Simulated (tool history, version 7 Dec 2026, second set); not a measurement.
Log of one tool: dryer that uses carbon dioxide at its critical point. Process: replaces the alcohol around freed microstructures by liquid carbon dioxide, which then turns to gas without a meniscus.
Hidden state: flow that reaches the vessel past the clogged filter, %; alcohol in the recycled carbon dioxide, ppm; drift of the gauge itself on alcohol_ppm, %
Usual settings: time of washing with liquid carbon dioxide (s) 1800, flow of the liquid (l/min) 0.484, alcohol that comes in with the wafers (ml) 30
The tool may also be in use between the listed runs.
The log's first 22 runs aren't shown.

| run | hour | time of washing with liquid carbon dioxide (s) | flow of the liquid (l/min) | alcohol that comes in with the wafers (ml) | hours of work since the filter was changed | hours of work since the purifier's bed was changed | alcohol left in the vessel before it's heated (ppm by volume) |
|---|---|---|---|---|---|---|---|
| 23 | 432.7 | 2100 | 0.614 | 30 | 251 | 436 | 41 |
| 24 | 459.0 | 2100 | 0.614 | 30 | 266 | 450 | 59 |
| 25 | 472.7 | 1980 | 0.678 | 30 | 274 | 458 | 58 |
| 26 | 493.8 | 1800 | 0.502 | 98 | 285 | 470 | 137 |
| 27 | 507.5 | 1800 | 0.395 | 30 | 293 | 477 | 138 |
| 28 | 532.6 | 1800 | 0.395 | 30 | 307 | 491 | 147 |
| 29 | 546.7 | 1800 | 0.395 | 30 | 315 | 499 | 149 |
| 30 | 572.4 | 2340 | 0.545 | 91 | 329 | 513 | 71 |
| 31 | 586.5 | 1380 | 0.545 | 46 | 337 | 521 | 187 |
| 32 | 610.7 | 2640 | 0.610 | 30 | 350 | 535 | 72 |
| 33 | 636.4 | 1680 | 0.484 | 99 | 364 | 549 | 254 |
| 34 | 662.1 | 1680 | 0.484 | 99 | 379 | 563 | 250 |
| 35 | 680.5 | 1560 | 0.484 | 75 | 389 | 573 | 281 |
| 36 | 694.7 | 1320 | 0.384 | 104 | 397 | 581 | 1665 |
| 37 | 708.2 | 1320 | 0.334 | 26 | 404 | 589 | 677 |
| 38 | 734.5 | 1320 | 0.334 | 26 | 419 | 603 | 708 |
| 39 | 759.1 | 1320 | 0.334 | 26 | 432 | 617 | 708 |
| 40 | 782.1 | 2640 | 0.484 | 31 | 445 | 629 | 81 |
| 41 | 803.7 | 1200 | 0.650 | 37 | 457 | 641 | 187 |
| 42 | 828.9 | 1980 | 0.484 | 61 | 471 | 655 | 127 |
| 43 | 841.4 | 1740 | 0.339 | 90 | 478 | 662 | 933 |
| 44 | 855.4 | 1740 | 0.339 | 90 | 486 | 670 | 927 |
| 45 | 881.2 | 1740 | 0.339 | 90 | 500 | 684 | 899 |
| 46 | 903.8 | 1800 | 0.539 | 67 | 512 | 697 | 129 |

Forecast each of these 5 alternatives for the next run:
| A | 916.9 | 1800 | 0.373 | 59 | 520 | 704 | ? |
| B | 916.9 | 1140 | 0.631 | 95 | 520 | 704 | ? |
| C | 916.9 | 1800 | 0.484 | 27 | 520 | 704 | ? |
| D | 916.9 | 1680 | 0.539 | 98 | 520 | 704 | ? |
| E | 916.9 | 1800 | 0.461 | 67 | 520 | 704 | ? |

| run | alcohol left in the vessel before it's heated (ppm by volume) |
|---|---|
| A | 434 |
| B | 491 |
| C | 134 |
| D | 214 |
| E | 221 |
Without the tool's hidden state the same runs would have given:
| run | alcohol left in the vessel before it's heated (ppm by volume) |
|---|---|
| A | 164 |
| B | 178 |
| C | 21 |
| D | 47 |
| E | 57 |
